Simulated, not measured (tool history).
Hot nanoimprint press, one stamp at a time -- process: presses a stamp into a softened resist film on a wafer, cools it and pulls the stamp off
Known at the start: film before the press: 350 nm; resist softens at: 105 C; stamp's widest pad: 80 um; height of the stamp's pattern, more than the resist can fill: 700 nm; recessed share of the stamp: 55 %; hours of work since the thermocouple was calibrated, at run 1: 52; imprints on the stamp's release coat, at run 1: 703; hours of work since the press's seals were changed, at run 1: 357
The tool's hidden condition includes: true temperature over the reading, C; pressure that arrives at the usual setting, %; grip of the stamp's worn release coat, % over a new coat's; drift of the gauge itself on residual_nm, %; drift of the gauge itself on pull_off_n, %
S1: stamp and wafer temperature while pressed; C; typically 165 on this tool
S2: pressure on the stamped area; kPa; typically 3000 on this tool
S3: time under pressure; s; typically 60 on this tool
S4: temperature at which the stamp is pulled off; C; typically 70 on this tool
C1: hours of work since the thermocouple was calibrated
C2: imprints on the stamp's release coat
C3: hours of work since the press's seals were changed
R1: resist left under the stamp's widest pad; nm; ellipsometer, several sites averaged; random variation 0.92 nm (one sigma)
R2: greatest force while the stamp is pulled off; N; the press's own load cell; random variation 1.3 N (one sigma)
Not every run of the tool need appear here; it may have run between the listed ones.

run	hour	S1	S2	S3	S4	C1	C2	C3	R1	R2
1	0.0	165	3000	60	70	52	703	357	146.6	110
2	52.6	165	3000	60	70	77	901	382	145.7	114
3	122.1	165	3000	60	70	110	1161	415	144.2	115
# hour 141.0: stamp cleaned and given a new release coat
4	181.2	165	3000	60	70	135	151	440	144.0	102
5	231.7	165	3000	60	70	159	340	464	143.5	106
6	289.6	165	3000	60	70	187	557	492	141.8	108
7	322.5	165	3000	60	70	202	681	508	142.2	110
8	384.9	165	3000	60	70	232	914	537	140.7	112
9	449.0	165	3000	60	70	263	1154	568	139.6	113
# hour 465.3: stamp cleaned and given a new release coat
10	502.9	165	3000	60	70	285	141	591	138.1	101
11	577.4	165	3000	60	70	321	420	626	137.1	104
12	653.7	164	2210	38	64	357	706	663	193.1	117
13	692.0	164	2210	38	64	375	849	681	192.0	118
14	741.0	165	3280	101	58	399	1033	704	104.3	131
# hour 793.5: stamp cleaned and given a new release coat
15	802.0	164	3000	60	70	425	32	730	143.2	100
16	862.8	164	3000	60	70	454	260	759	142.0	96
# hour 875.6: press's hydraulic seals changed and the load cell set to zero
17	914.0	165	3000	85	70	474	422	18	115.6	103

Run 18, settings as shown, results not yet in. Your forecast:
18	950.9	165	4800	60	60	492	560	36	?	?

Run 18 gave R1 106.2 nm, R2 117 N.
The same run, on a tool lacking any hidden state, would have yielded R1 118.6 nm, R2 111 N.

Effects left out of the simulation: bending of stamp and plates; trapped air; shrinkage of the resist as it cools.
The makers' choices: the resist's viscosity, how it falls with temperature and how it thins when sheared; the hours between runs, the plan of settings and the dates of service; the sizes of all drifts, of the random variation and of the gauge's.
